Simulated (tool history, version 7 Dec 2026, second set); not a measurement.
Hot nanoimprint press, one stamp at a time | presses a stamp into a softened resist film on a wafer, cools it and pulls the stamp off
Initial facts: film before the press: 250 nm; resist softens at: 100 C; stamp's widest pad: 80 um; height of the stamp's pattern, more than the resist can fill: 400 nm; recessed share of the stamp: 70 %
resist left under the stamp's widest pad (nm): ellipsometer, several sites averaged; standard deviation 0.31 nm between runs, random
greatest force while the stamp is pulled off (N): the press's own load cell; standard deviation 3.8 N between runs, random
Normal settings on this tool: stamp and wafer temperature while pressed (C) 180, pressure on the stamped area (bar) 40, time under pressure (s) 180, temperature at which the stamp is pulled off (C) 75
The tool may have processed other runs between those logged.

run	hour	stamp and wafer temperature while pressed (C)	pressure on the stamped area (bar)	time under pressure (s)	temperature at which the stamp is pulled off (C)	resist left under the stamp's widest pad (nm)	greatest force while the stamp is pulled off (N)
1	0	180	40	180	75	105.1	280
2	12.2	180	40	180	79	105.2	275
3	23.3	180	40	180	75	105.5	294
4	30.8	180	40	180	75	105.7	295
5	38.6	180	40	180	75	105.5	297
# hour 52.7: stamp cleaned and given a new release coat
6	56.1	180	40	180	75	105.7	185
7	70.2	180	40	180	75	105.2	185
8	78.3	180	40	180	75	105	184
9	87.1	180	40	180	75	105	188
10	99.2	180	40	180	75	105.3	196
11	107.8	180	25.4	180	75	130.5	197
12	120.5	180	25.4	301	75	109.4	199
# hour 124.2: plate thermocouple calibrated
13	131.2	180	26.4	180	75	125.6	202
14	137.9	180	40	180	75	101.6	195
15	147.6	180	40	180	75	102.1	198
16	160.2	188	40	180	78	77	191
# hour 165.7: plate thermocouple calibrated, once more
17	177.8	180	45.8	136	75	114.7	221
18	187.6	180	27.1	124	66	148.2	226
19	198	180	27.1	124	66	148.6	248
20	211	178	40	226	82	108.6	208
21	225.6	185	47.9	165	66	86.6	243
22	233.1	188	47.9	269	66	64.4	252
23	240.5	188	47.9	321	66	59.6	236
24	252.8	188	47.9	321	66	59.6	254
25	266.2	180	25.8	277	75	117	233
26	275.8	180	25.8	277	75	116.8	252
27	287.1	180	55.7	118	68	109.3	257
28	293	180	25.5	180	82	135.7	237
29	306	180	29.4	180	82	126.7	224

A few steps of resist left under the stamp's widest pad (nm) between consecutive runs. Split each: what settings, incoming material and random variation would produce without the hidden state, and what is left over for the hidden state, along with gauge scatter present in only one of the two compared results (measured, and without hidden state):
Hidden state at play: true temperature over the reading, C; pressure that arrives at the usual setting, %; grip of the stamp's worn release coat, % over a new coat's; drift of the gauge itself on residual_nm, %; drift of the gauge itself on pull_off_n, %.
Run 12 -> 13: pressure on the stamped area (bar) 25.4 -> 26.4, time under pressure (s) 301 -> 180, plate thermocouple calibrated. resist left under the stamp's widest pad (nm) +16.2: hidden state -3.6, all else +19.8.
Run 16 -> 17: stamp and wafer temperature while pressed (C) 188 -> 180, pressure on the stamped area (bar) 40 -> 45.8, time under pressure (s) 180 -> 136, temperature at which the stamp is pulled off (C) 78 -> 75, plate thermocouple calibrated, once more. resist left under the stamp's widest pad (nm) +37.7: hidden state +7, all else +30.7.
Run 19 -> 20: stamp and wafer temperature while pressed (C) 180 -> 178, pressure on the stamped area (bar) 27.1 -> 40, time under pressure (s) 124 -> 226, temperature at which the stamp is pulled off (C) 66 -> 82. resist left under the stamp's widest pad (nm) -40: hidden state +0.2, all else -40.2.
Run 24 -> 25: stamp and wafer temperature while pressed (C) 188 -> 180, pressure on the stamped area (bar) 47.9 -> 25.8, time under pressure (s) 321 -> 277, temperature at which the stamp is pulled off (C) 66 -> 75. resist left under the stamp's widest pad (nm) +57.4: hidden state -0.3, all else +57.7.

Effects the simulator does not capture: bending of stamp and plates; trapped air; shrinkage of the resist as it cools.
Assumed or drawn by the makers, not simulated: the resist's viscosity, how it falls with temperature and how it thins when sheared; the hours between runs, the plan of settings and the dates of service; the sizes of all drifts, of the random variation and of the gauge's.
